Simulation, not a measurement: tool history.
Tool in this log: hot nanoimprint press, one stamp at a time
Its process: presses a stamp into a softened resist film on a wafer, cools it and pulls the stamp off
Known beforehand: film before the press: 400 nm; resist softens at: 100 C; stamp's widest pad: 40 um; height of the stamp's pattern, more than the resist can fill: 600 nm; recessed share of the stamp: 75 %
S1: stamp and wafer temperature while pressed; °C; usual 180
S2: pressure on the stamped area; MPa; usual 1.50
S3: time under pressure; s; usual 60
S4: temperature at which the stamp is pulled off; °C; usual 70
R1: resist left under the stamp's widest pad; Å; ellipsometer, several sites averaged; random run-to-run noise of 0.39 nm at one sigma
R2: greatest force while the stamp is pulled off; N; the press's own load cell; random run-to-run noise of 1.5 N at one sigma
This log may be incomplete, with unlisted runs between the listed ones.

run	hour	S1	S2	S3	S4	R1	R2
1	0.0	180	1.50	60	70	2341	209
2	13.8	180	1.50	60	70	2326	209
3	29.0	180	1.50	60	70	2331	207
4	37.6	180	1.50	60	70	2322	211
5	47.1	177	1.50	60	70	2504	211
6	61.0	177	1.67	60	70	2406	208
7	71.4	180	1.50	60	70	2311	208
8	82.8	180	1.50	60	70	2301	208
9	96.0	180	1.50	60	70	2291	210
10	102.3	180	1.50	60	70	2288	211
11	114.7	180	1.50	60	70	2288	210
12	123.4	180	1.50	60	70	2284	209
# hour 130.4: gauge calibrated
13	137.5	180	1.50	60	70	2336	211
14	145.8	180	1.50	60	70	2340	209
15	155.6	180	1.50	60	70	2333	212
16	163.2	180	1.50	60	70	2331	209
17	169.8	192	1.26	106	70	1456	207
18	176.4	180	1.67	60	76	2227	189
19	187.5	176	2.36	37	76	2516	189
20	200.2	177	1.50	60	70	2495	208
21	211.9	179	1.50	60	70	2365	208
22	221.4	180	1.50	30	67	2778	219
23	229.7	180	1.50	30	67	2783	221
24	239.6	180	1.50	30	67	2776	217
25	248.1	180	1.01	32	70	3036	210
26	260.0	180	1.01	32	70	3021	209
27	267.3	180	1.01	32	70	3021	206
28	275.4	180	1.50	31	70	2732	206
29	288.0	180	1.50	31	70	2727	209
30	301.9	173	1.50	60	64	2694	228
31	310.5	185	2.28	72	75	1529	196

What if the next run were any one of these 3? Each begins from the tool's condition after run 31:
A	317.7	185	1.33	72	75	?	?
B	317.7	169	1.24	72	58	?	?
C	317.7	190	1.97	72	78	?	?

run	R1	R2
A	1939	191
B	2953	246
C	1405	184
What these runs would have given with no unlogged condition in the tool:
run	R1	R2
A	2018	191
B	3073	246
C	1461	184

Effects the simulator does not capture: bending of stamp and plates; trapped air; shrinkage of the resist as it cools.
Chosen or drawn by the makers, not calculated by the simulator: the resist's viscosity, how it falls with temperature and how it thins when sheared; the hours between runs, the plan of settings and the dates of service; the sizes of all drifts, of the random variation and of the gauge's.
